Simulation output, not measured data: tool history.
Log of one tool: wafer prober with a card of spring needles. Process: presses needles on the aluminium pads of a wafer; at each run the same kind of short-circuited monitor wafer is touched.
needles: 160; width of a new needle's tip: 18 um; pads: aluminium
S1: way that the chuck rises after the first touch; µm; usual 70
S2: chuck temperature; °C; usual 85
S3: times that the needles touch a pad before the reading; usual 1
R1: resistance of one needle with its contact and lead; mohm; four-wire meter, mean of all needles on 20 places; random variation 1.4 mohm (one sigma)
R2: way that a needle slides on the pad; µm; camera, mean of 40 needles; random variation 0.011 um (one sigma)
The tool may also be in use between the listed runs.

run	hour	S1	S2	S3	R1	R2
1	0	70	85	1	118	8.48
# hour 12.2: tips cleaned on abrasive film
2	23.7	70	85	1	201	8.49
# hour 26: tips cleaned on abrasive film
# hour 39.1: tips cleaned on abrasive film
3	45.1	70	85	1	171	8.45
# hour 51.5: tips cleaned on abrasive film
4	63.1	70	85	1	201	8.46
# hour 66.2: tips cleaned on abrasive film
# hour 78.6: tips cleaned on abrasive film
5	83.7	70	85	1	168	8.43
# hour 90.5: tips cleaned on abrasive film
6	100.1	70	85	1	191	8.43
# hour 104.3: tips cleaned on abrasive film
# hour 116.7: tips cleaned on abrasive film
7	116.7	70	85	1	125	8.41
# hour 129.4: tips cleaned on abrasive film
# hour 141.6: tips cleaned on abrasive film
8	143.3	70	50	1	140	8.39
# hour 155.8: tips cleaned on abrasive film
9	165.4	70	50	1	197	8.38
# hour 169: tips cleaned on abrasive film
# hour 182.3: tips cleaned on abrasive film
10	191.6	64	50	1	213	7.64
# hour 195.8: tips cleaned on abrasive film
# hour 209.9: tips cleaned on abrasive film
# hour 222.7: tips cleaned on abrasive film
# hour 226.9: height of the first contact set anew
11	226.9	64	50	2	144	7.78
# hour 236.4: tips cleaned on abrasive film
12	246.1	70	85	1	190	8.5
# hour 249.8: tips cleaned on abrasive film
# hour 262.9: tips cleaned on abrasive film
13	274.3	70	85	1	202	8.48
# hour 276.2: tips cleaned on abrasive film
# hour 289.6: tips cleaned on abrasive film
# hour 301.6: tips cleaned on abrasive film
14	302	70	85	1	125	8.46
# hour 314.5: tips cleaned on abrasive film
# hour 327.6: tips cleaned on abrasive film
15	329	70	85	1	133	8.45
# hour 340.6: tips cleaned on abrasive film
# hour 353.5: tips cleaned on abrasive film
16	355.3	68	85	2	129	8.17
# hour 366.5: tips cleaned on abrasive film
17	371.1	68	85	2	152	8.16
# hour 379.3: tips cleaned on abrasive film
18	389.8	70	85	3	150	8.43
# hour 392.3: tips cleaned on abrasive film
# hour 406.7: tips cleaned on abrasive film
# hour 419.5: tips cleaned on abrasive film
19	419.5	82	41	1	114	9.85
# hour 433.2: tips cleaned on abrasive film
# hour 446.4: tips cleaned on abrasive film
20	448.5	70	28	1	145	8.39
# hour 460.5: tips cleaned on abrasive film
# hour 473.7: tips cleaned on abrasive film
21	482.3	64	114	2	172	7.61
# hour 488.1: tips cleaned on abrasive film
# hour 501.6: tips cleaned on abrasive film
22	505.5	87	114	1	153	10.42
# hour 508.3: height of the first contact set anew
# hour 516.5: tips cleaned on abrasive film
23	523.4	83	108	3	132	10.09
# hour 529.4: tips cleaned on abrasive film
# hour 542.2: tips cleaned on abrasive film
24	552.9	84	85	2	150	10.2
# hour 554.6: tips cleaned on abrasive film
# hour 567.6: tips cleaned on abrasive film
# hour 579.6: tips cleaned on abrasive film
25	588.2	72	50	1	190	8.7
# hour 592.3: tips cleaned on abrasive film
# hour 606.3: tips cleaned on abrasive film
# hour 620: tips cleaned on abrasive film
26	621.2	70	96	3	125	8.44
# hour 633.7: tips cleaned on abrasive film
# hour 646.4: tips cleaned on abrasive film
27	646.7	70	96	3	122	8.41
# hour 659.3: tips cleaned on abrasive film
28	661.3	54	36	2	138	6.47
# hour 673.6: tips cleaned on abrasive film
29	685.3	61	85	1	246	7.32

Forecast each of these 3 alternatives for the next run:
# hour 687.2: tips cleaned on abrasive film
# hour 701: tips cleaned on abrasive film
# hour 713.6: tips cleaned on abrasive film
A	721.5	63	85	1	?	?
# hour 687.2: tips cleaned on abrasive film
# hour 701: tips cleaned on abrasive film
# hour 713.6: tips cleaned on abrasive film
B	721.5	57	85	1	?	?
# hour 687.2: tips cleaned on abrasive film
# hour 701: tips cleaned on abrasive film
# hour 713.6: tips cleaned on abrasive film
C	721.5	85	29	1	?	?

run	R1	R2
A	206	7.52
B	228	6.81
C	159	10.23
Without the tool's hidden state the same runs would have given:
run	R1	R2
A	116	7.65
B	118	6.95
C	103	10.37
